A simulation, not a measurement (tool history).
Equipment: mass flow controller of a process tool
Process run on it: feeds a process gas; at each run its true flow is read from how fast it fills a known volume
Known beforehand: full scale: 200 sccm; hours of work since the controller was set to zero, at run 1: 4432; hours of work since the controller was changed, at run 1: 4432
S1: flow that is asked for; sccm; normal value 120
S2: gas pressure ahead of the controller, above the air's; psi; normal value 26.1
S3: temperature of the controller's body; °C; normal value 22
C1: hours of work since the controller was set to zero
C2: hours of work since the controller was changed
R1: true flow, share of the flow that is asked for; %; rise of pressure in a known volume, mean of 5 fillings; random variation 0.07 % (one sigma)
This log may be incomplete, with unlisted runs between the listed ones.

run    hour   S1    S2  S3    C1    C2      R1
  1       0  120  26.1  22  4432  4432   98.58
  2   169.3  158  26.1  22  4500  4500   99.01
  3   411.2  120  26.1  22  4597  4597    98.6
  4     631   23  26.1  22  4684  4684   97.43
  5   944.7   23  26.1  22  4810  4810   97.36
  6  1148.6  120  26.1  40  4891  4891  100.52
  7  1309.3  120  26.1  22  4955  4955   98.68
  8  1560.4  120  26.1  22  5056  5056   98.66
  9  1746.9  120  26.1  27  5130  5130   99.28
 10  2060.8  120  26.1  25  5256  5256   98.83
 11  2273.7   21  26.1  22  5341  5341   97.39
 12  2491.8   21  26.1  22  5428  5428   97.37
 13  2710.6   21  26.1  22  5515  5515    97.4
 14  2886.3   21  26.1  22  5586  5586   97.32
 15  3071.3   21  26.1  22  5660  5660   97.34
 16  3394.9  173  26.1  22  5789  5789   99.31
 17  3624.9  173  26.1  22  5881  5881   99.26
 18    3948   88  25.1  22  6010  6010   98.15
 19  4146.4   21  25.1  37  6089  6089   99.03
 20  4410.5   21  25.1  37  6195  6195   99.05
 21  4607.2   55  20.9  30  6274  6274   98.48
 22  4888.5   54  27.6  23  6386  6386   97.85
 23  5053.2   66  27.6  37  6452  6452   99.67
 24  5282.9  120  31.8  22  6544  6544   98.69
 25  5477.3   79  26.1  22  6621  6621   97.99
 26  5687.6  103  33.2  32  6705  6705   99.51
 27  5891.6  120  26.1  33  6787  6787   99.82

Predict the results of run 28:
 28  6180.1  79  38.3  26  6902  6902   ?

Run 28 yielded R1 98.65 %.
On a tool with no hidden condition, and with the same random variation, this run would have come out at R1 98.67 %.
